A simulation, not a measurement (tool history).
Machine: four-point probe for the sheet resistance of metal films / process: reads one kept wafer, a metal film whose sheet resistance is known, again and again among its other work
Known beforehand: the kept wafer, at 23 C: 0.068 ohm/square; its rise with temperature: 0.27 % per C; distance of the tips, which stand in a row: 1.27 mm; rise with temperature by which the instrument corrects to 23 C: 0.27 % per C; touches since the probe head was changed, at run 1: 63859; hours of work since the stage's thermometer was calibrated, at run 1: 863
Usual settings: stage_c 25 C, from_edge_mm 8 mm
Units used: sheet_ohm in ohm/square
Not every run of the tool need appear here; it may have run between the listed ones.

run     day  stage_c  from_edge_mm  touches since the probe head was changed  hours of work since the stage's thermometer was calibrated  sheet_ohm
  1   0.000       25             8                                     63859                                                         863   0.069329
  2   3.192       33             8                                     65935                                                         905   0.069402
  3   6.188       33             8                                     67886                                                         945   0.069407
  4   7.871       33             8                                     68980                                                         967   0.069393
  5  11.608       33             8                                     71414                                                        1016   0.069440
  6  13.742       33             8                                     72801                                                        1045   0.069455
     17.008  -- new probe head fitted
  7  17.562       33             8                                       359                                                        1095   0.069063
  8  19.333       33             8                                      1512                                                        1118   0.069058
  9  21.917       25             8                                      3194                                                        1152   0.069028
 10  25.400       25             8                                      5461                                                        1198   0.069044
 11  28.642       25             8                                      7569                                                        1241   0.069089
 12  30.512       20             8                                      8787                                                        1266   0.069058
 13  32.533       20             8                                     10102                                                        1293   0.069062
 14  36.433       20             8                                     12640                                                        1345   0.069102
 15  40.038       20            45                                     14986                                                        1392   0.068230
 16  43.896       20            45                                     17496                                                        1443   0.068261
 17  46.246       20            45                                     19026                                                        1475   0.068271
 18  49.783       22             3                                     21327                                                        1521   0.074220
 19  51.629       22             3                                     22528                                                        1546   0.074223
 20  53.417       19            60                                     23693                                                        1570   0.068277
 21  56.617       19            60                                     25775                                                        1612   0.068308
 22  58.354       19            60                                     26904                                                        1635   0.068318
 23  60.654       26            45                                     28402                                                        1665   0.068384
 24  64.171       25             6                                     30689                                                        1712   0.069973
 25  66.512       29             7                                     32215                                                        1743   0.069587
 26  69.925       27            15                                     34436                                                        1788   0.068677
 27  73.117       24            15                                     36511                                                        1830   0.068676
 28  75.125       27            55                                     37818                                                        1857   0.068439
 29  77.229       22            35                                     39187                                                        1885   0.068485
     79.338  -- stage's thermometer calibrated
 30  81.108       19             9                                     41700                                                          23   0.069279
 31  84.908       19             9                                     44172                                                          74   0.069323
 32  87.642       19             9                                     45952                                                         110   0.069329
 33  90.808       27             4                                     48011                                                         152   0.072157
 34  93.729       22            45                                     49911                                                         191   0.068664

Below are 4 alternative next runs, each starting from the tool's condition after run 34. Predict each:
  A  95.808       30             3                                     51265                                                         218          ?
  B  95.808       18             5                                     51265                                                         218          ?
  C  95.808       20             6                                     51265                                                         218          ?
  D  95.808       22            13                                     51265                                                         218          ?

run  sheet_ohm
  A   0.074708
  B   0.070933
  C   0.070263
  D   0.068995
Had the tool no hidden state, the same runs would have come out as:
run  sheet_ohm
  A   0.074006
  B   0.070264
  C   0.069599
  D   0.068343
